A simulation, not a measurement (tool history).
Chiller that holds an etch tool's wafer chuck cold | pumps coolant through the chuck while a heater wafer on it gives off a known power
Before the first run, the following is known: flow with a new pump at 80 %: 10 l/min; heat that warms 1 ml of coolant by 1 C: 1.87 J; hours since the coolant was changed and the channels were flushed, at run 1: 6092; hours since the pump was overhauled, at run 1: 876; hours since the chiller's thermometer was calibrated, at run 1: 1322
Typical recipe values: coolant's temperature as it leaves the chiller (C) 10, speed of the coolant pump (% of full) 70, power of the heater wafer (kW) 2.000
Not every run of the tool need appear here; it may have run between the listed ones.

run,hour,coolant's temperature as it leaves the chiller (C),speed of the coolant pump (% of full),power of the heater wafer (kW),hours since the coolant was changed and the channels were flushed,hours since the pump was overhauled,hours since the chiller's thermometer was calibrated,chuck's temperature once it has settled (C),how much warmer the coolant comes back (C)
1,0.0,10,70,2.000,6092,876,1322,24.5,7.32
2,76.4,10,70,2.000,6169,953,1398,24.4,7.30
3,171.1,10,70,2.000,6263,1048,1493,24.4,7.22
4,258.8,10,62,2.000,6351,1135,1581,26.1,8.16
5,324.0,10,62,2.000,6416,1200,1646,26.1,8.20
6,418.1,10,62,2.000,6510,1295,1740,26.1,8.19
7,547.3,10,70,2.000,6640,1424,1869,24.5,7.23
8,636.0,16,70,2.000,6728,1512,1958,30.6,7.09
9,765.8,16,70,2.000,6858,1642,2088,30.4,7.11
10,895.1,16,70,2.000,6987,1772,2217,30.6,7.15
11,1017.4,10,70,2.000,7110,1894,2340,24.6,7.04
12,1091.1,10,70,2.000,7183,1968,2413,24.5,7.02
13,1208.1,13,70,2.000,7300,2085,2530,27.4,7.03
14,1332.3,13,70,2.000,7425,2209,2654,27.4,6.94
15,1423.7,13,70,2.000,7516,2300,2746,27.4,6.94
16,1499.9,10,65,2.000,7592,2376,2822,25.6,7.49
17,1559.1,8,63,1.061,7652,2436,2881,16.3,3.90
# hour 1628.5: gauge calibrated
18,1685.6,3,89,2.442,7778,2562,3008,17.7,7.05
19,1743.8,3,89,2.442,7836,2620,3066,17.8,7.02
20,1847.4,2,70,1.490,7940,2724,3169,12.6,5.42
21,1981.6,3,70,2.492,8074,2858,3304,21.0,9.08
22,2047.9,3,70,2.492,8140,2924,3370,21.1,9.04

Predict the results of run 23:
23,2158.5,3,79,2.130,8251,3035,3481,?,?

chuck's temperature once it has settled (C): 17.2
how much warmer the coolant comes back (C): 6.71
On a tool with no hidden condition, and with the same random variation, this run would have come out at chuck's temperature once it has settled (C) 17.2, how much warmer the coolant comes back (C) 6.85.

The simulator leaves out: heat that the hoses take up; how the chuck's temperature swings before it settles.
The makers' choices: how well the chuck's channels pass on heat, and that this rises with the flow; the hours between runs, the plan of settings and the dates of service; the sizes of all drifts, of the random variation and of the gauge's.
